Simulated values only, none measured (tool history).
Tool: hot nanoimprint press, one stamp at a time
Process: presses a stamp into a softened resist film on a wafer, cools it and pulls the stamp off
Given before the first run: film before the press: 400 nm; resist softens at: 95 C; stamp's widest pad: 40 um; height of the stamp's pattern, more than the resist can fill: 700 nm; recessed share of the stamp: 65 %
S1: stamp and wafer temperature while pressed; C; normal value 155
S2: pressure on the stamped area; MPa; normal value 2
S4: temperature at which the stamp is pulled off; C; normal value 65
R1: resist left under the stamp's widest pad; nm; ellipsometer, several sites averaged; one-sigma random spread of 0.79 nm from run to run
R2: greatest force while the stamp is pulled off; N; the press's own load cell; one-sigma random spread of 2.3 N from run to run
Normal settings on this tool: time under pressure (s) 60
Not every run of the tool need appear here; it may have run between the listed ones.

Run 1, hour 0: usual settings. Result: R1 198.4 nm, R2 110 N.
Run 2, hour 13.8: usual settings but S1 144 C. Result: R1 308.5 nm, R2 102 N.
Run 3, hour 33.8: usual settings but S1 144 C. Result: R1 307 nm, R2 109 N.
Run 4, hour 48.7: usual settings. Result: R1 197.7 nm, R2 111 N.
Run 5, hour 70.6: usual settings. Result: R1 199 nm, R2 107 N.
At hour 89.5: stamp cleaned and given a new release coat.
Run 6, hour 94.5: usual settings. Result: R1 198.2 nm, R2 107 N.
Run 7, hour 107.4: usual settings but S4 71 C. Result: R1 197.6 nm, R2 99 N.
Run 8, hour 124.5: usual settings but S4 71 C. Result: R1 198.2 nm, R2 103 N.
Run 9, hour 136.8: usual settings but S2 3.12 MPa, S4 71 C. Result: R1 161.6 nm, R2 101 N.
Run 10, hour 146.9: usual settings but S2 3.12 MPa, S4 71 C. Result: R1 162.3 nm, R2 102 N.
Run 11, hour 165: usual settings but S2 3.12 MPa, S4 71 C. Result: R1 161.1 nm, R2 99 N.
Run 12, hour 178.9: usual settings but S2 3.12 MPa, S4 71 C. Result: R1 161.9 nm, R2 97 N.
Run 13, hour 190: usual settings but S2 3.12 MPa, S4 56 C. Result: R1 163.3 nm, R2 115 N.
Run 14, hour 212.1: usual settings. Result: R1 197.9 nm, R2 105 N.
Run 15, hour 224.9: usual settings. Result: R1 198.5 nm, R2 106 N.
Run 16, hour 241.8: usual settings but S1 157 C, S2 1.34 MPa, time under pressure (s) 34, S4 57 C. Result: R1 256.2 nm, R2 114 N.
Run 17, hour 254.9: usual settings but S1 157 C, S2 1.34 MPa, time under pressure (s) 34, S4 57 C. Result: R1 255.3 nm, R2 110 N.
Run 18, hour 263.9: usual settings but S1 153 C, S2 2.19 MPa, time under pressure (s) 66. Result: R1 200.4 nm, R2 104 N.
Run 19, hour 284.6: usual settings but time under pressure (s) 56. Result: R1 202.8 nm, R2 103 N.
Run 20, hour 298.7: usual settings but time under pressure (s) 56. Result: R1 202.6 nm, R2 106 N.
Run 21, hour 311.7: usual settings but S1 151 C. Result: R1 235.7 nm, R2 107 N.
Run 22, hour 326.5: usual settings but S1 151 C. Result: R1 236 nm, R2 111 N.
Run 23, hour 345.3: usual settings but S2 2.53 MPa, S4 59 C. Result: R1 178.6 nm, R2 110 N.
Run 24, hour 367.8: usual settings but S2 1.44 MPa, time under pressure (s) 32, S4 59 C. Result: R1 272.1 nm, R2 108 N.
Run 25, hour 382.2: usual settings but S2 2.49 MPa. Result: R1 179 nm, R2 109 N.

Forecast run 26:
Run 26, hour 392.4: usual settings but S2 1.29 MPa, time under pressure (s) 33. Result: R1 ?, R2 ?.

{"run 26": {"R1": 280.1, "R2": 108}}
With the hidden condition absent and the run-to-run variation left alone, this run would have shown R1 280 nm, R2 107 N.

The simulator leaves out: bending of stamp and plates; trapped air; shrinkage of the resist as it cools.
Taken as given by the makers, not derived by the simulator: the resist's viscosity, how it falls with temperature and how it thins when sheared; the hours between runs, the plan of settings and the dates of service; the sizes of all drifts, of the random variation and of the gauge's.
